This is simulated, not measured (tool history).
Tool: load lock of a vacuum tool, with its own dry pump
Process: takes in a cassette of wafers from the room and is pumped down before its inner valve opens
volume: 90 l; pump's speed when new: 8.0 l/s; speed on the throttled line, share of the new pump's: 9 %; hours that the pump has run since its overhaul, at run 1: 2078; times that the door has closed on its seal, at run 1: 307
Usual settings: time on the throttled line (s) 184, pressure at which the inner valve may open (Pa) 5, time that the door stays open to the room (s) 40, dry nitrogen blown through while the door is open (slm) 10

run    hour  time on the throttled line (s)  pressure at which the inner valve may open (Pa)  time that the door stays open to the room (s)  dry nitrogen blown through while the door is open (slm)  hours that the pump has run since its overhaul  times that the door has closed on its seal  incoming humidity of the room's air, %  time from the closed door until the inner valve may open (s)  rise of the pressure with all valves shut (Pa/min)
  1       0                             184                                                5                                             40                                                       10                                            2078                                         307                                    43.4                                                         276.9                                               0.039
  2    96.5                             184                                                5                                             40                                                       10                                            2174                                         482                                    43.5                                                         277.4                                               0.037
  3   211.4                             184                                                5                                            109                                                       10                                            2289                                         690                                    47.3                                                         276.1                                               0.063
  4   370.2                             184                                                5                                            109                                                       10                                            2448                                         978                                    44.3                                                         277.3                                               0.056
  5   506.9                             184                                                8                                             40                                                       10                                            2585                                        1225                                    46.5                                                         274.4                                               0.042
  6   596.3                             184                                                8                                             40                                                       10                                            2674                                        1387                                    42.7                                                         275.2                                               0.034
  7   735.1                             184                                                8                                             40                                                       10                                            2813                                        1639                                    43.5                                                         273.4                                                0.04
  8   807.6                             184                                                8                                             40                                                       10                                            2885                                        1770                                    44.8                                                         271.6                                                0.04
  9   892.2                             184                                                5                                             40                                                       10                                            2970                                        1923                                    44.6                                                         281.1                                               0.039
 10   977.3                             184                                                5                                             40                                                       10                                            3055                                        2077                                    47.2                                                         281.5                                                0.04
 11    1076                             201                                                5                                             48                                                       10                                            3154                                        2256                                    44.7                                                         294.5                                               0.042
 12  1220.1                             201                                                5                                             48                                                       10                                            3298                                        2517                                    45.8                                                         295.6                                               0.045
 13  1314.9                             176                                                8                                            110                                                       10                                            3393                                        2689                                    40.3                                                         267.4                                               0.051
 14  1421.1                             176                                                8                                            110                                                       10                                            3499                                        2881                                    42.7                                                         271.4                                               0.061
 15  1537.3                             293                                                8                                            110                                                       10                                            3615                                        3092                                    46.3                                                         374.2                                               0.058
 16  1609.5                             115                                                7                                             40                                                        7                                            3687                                        3222                                    44.8                                                         215.8                                               0.045
 17  1722.6                             115                                                5                                             40                                                        7                                            3800                                        3427                                    44.7                                                         218.1                                               0.047
 18  1862.2                             184                                                5                                             27                                                       10                                            3940                                        3680                                      49                                                         280.4                                               0.038

Forecast each of these 4 alternatives for the next run:
  A  2013.9                             184                                                5                                             27                                                        5                                            4092                                        3955                                    44.9                                                             ?                                                   ?
  B  2013.9                             184                                                7                                             27                                                       12                                            4092                                        3955                                    44.9                                                             ?                                                   ?
  C  2013.9                             184                                                7                                             27                                                       10                                            4092                                        3955                                    44.9                                                             ?                                                   ?
  D  2013.9                             126                                                5                                             75                                                       10                                            4092                                        3955                                    43.9                                                             ?                                                   ?

run  time from the closed door until the inner valve may open (s)  rise of the pressure with all valves shut (Pa/min)
  A                                                         280.4                                               0.041
  B                                                         277.4                                               0.034
  C                                                         278.6                                               0.035
  D                                                         231.1                                               0.054
Without the tool's hidden state the same runs would have given:
run  time from the closed door until the inner valve may open (s)  rise of the pressure with all valves shut (Pa/min)
  A                                                         278.1                                               0.036
  B                                                         275.2                                               0.029
  C                                                         276.3                                                0.03
  D                                                         228.7                                               0.049
